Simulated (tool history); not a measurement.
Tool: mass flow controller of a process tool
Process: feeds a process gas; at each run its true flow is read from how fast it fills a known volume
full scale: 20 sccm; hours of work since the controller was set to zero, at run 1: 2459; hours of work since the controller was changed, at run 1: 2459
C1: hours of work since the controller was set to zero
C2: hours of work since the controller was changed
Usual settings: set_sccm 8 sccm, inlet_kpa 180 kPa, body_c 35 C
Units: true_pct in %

run 1 hour=0 | set_sccm=8 inlet_kpa=180 body_c=35 | C1=2459 C2=2459 | true_pct=98.53
run 2 hour=184.4 | set_sccm=8 inlet_kpa=180 body_c=35 | C1=2553 C2=2553 | true_pct=98.44
run 3 hour=470.5 | set_sccm=8 inlet_kpa=180 body_c=35 | C1=2699 C2=2699 | true_pct=98.52
run 4 hour=624.5 | set_sccm=8 inlet_kpa=180 body_c=35 | C1=2778 C2=2778 | true_pct=98.46
run 5 hour=783.2 | set_sccm=8 inlet_kpa=180 body_c=35 | C1=2859 C2=2859 | true_pct=98.44
run 6 hour=1031.9 | set_sccm=8 inlet_kpa=180 body_c=21 | C1=2986 C2=2986 | true_pct=98.06
run 7 hour=1355.2 | set_sccm=6 inlet_kpa=180 body_c=35 | C1=3151 C2=3151 | true_pct=98.05
run 8 hour=1569.5 | set_sccm=8 inlet_kpa=180 body_c=35 | C1=3261 C2=3261 | true_pct=98.51
run 9 hour=1822.5 | set_sccm=8 inlet_kpa=180 body_c=35 | C1=3390 C2=3390 | true_pct=98.57
run 10 hour=2078.9 | set_sccm=8 inlet_kpa=180 body_c=35 | C1=3521 C2=3521 | true_pct=98.43
run 11 hour=2411.3 | set_sccm=8 inlet_kpa=180 body_c=35 | C1=3691 C2=3691 | true_pct=98.41
run 12 hour=2714 | set_sccm=5 inlet_kpa=180 body_c=35 | C1=3845 C2=3845 | true_pct=98.11
run 13 hour=2986.2 | set_sccm=8 inlet_kpa=180 body_c=22 | C1=3985 C2=3985 | true_pct=98.11
run 14 hour=3137.5 | set_sccm=6 inlet_kpa=180 body_c=35 | C1=4062 C2=4062 | true_pct=98.25
run 15 hour=3378 | set_sccm=6 inlet_kpa=180 body_c=35 | C1=4185 C2=4185 | true_pct=98.08
run 16 hour=3586.4 | set_sccm=6 inlet_kpa=142 body_c=20 | C1=4291 C2=4291 | true_pct=97.75
run 17 hour=3826.5 | set_sccm=4 inlet_kpa=180 body_c=35 | C1=4414 C2=4414 | true_pct=97.92
run 18 hour=4125.3 | set_sccm=13 inlet_kpa=222 body_c=35 | C1=4567 C2=4567 | true_pct=99.21
run 19 hour=4444 | set_sccm=13 inlet_kpa=222 body_c=35 | C1=4729 C2=4729 | true_pct=99.11
run 20 hour=4689.1 | set_sccm=13 inlet_kpa=189 body_c=25 | C1=4855 C2=4855 | true_pct=98.91
run 21 hour=4924.2 | set_sccm=8 inlet_kpa=173 body_c=35 | C1=4975 C2=4975 | true_pct=98.53
run 22 hour=5265.8 | set_sccm=8 inlet_kpa=173 body_c=35 | C1=5149 C2=5149 | true_pct=98.49
run 23 hour=5456.5 | set_sccm=8 inlet_kpa=236 body_c=31 | C1=5247 C2=5247 | true_pct=98.1
run 24 hour=5684.8 | set_sccm=8 inlet_kpa=186 body_c=20 | C1=5363 C2=5363 | true_pct=97.85
run 25 hour=5872.1 | set_sccm=8 inlet_kpa=244 body_c=21 | C1=5459 C2=5459 | true_pct=97.7
run 26 hour=6134.7 | set_sccm=4 inlet_kpa=167 body_c=27 | C1=5593 C2=5593 | true_pct=97.58
run 27 hour=6499.1 | set_sccm=8 inlet_kpa=162 body_c=23 | C1=5779 C2=5779 | true_pct=98.15
run 28 hour=6683.2 | set_sccm=8 inlet_kpa=162 body_c=23 | C1=5874 C2=5874 | true_pct=98.2

Forecast each of these 4 alternatives for the next run:
run A hour=7016.7 | set_sccm=9 inlet_kpa=274 body_c=21 | C1=6044 C2=6044 | true_pct=?
run B hour=7016.7 | set_sccm=2 inlet_kpa=180 body_c=25 | C1=6044 C2=6044 | true_pct=?
run C hour=7016.7 | set_sccm=8 inlet_kpa=162 body_c=39 | C1=6044 C2=6044 | true_pct=?
run D hour=7016.7 | set_sccm=3 inlet_kpa=253 body_c=34 | C1=6044 C2=6044 | true_pct=?

run=A true_pct=97.58
run=B true_pct=97.12
run=C true_pct=98.76
run=D true_pct=97.3
Without the tool's hidden state the same runs would have given:
run=A true_pct=97.58
run=B true_pct=97.08
run=C true_pct=98.75
run=D true_pct=97.28
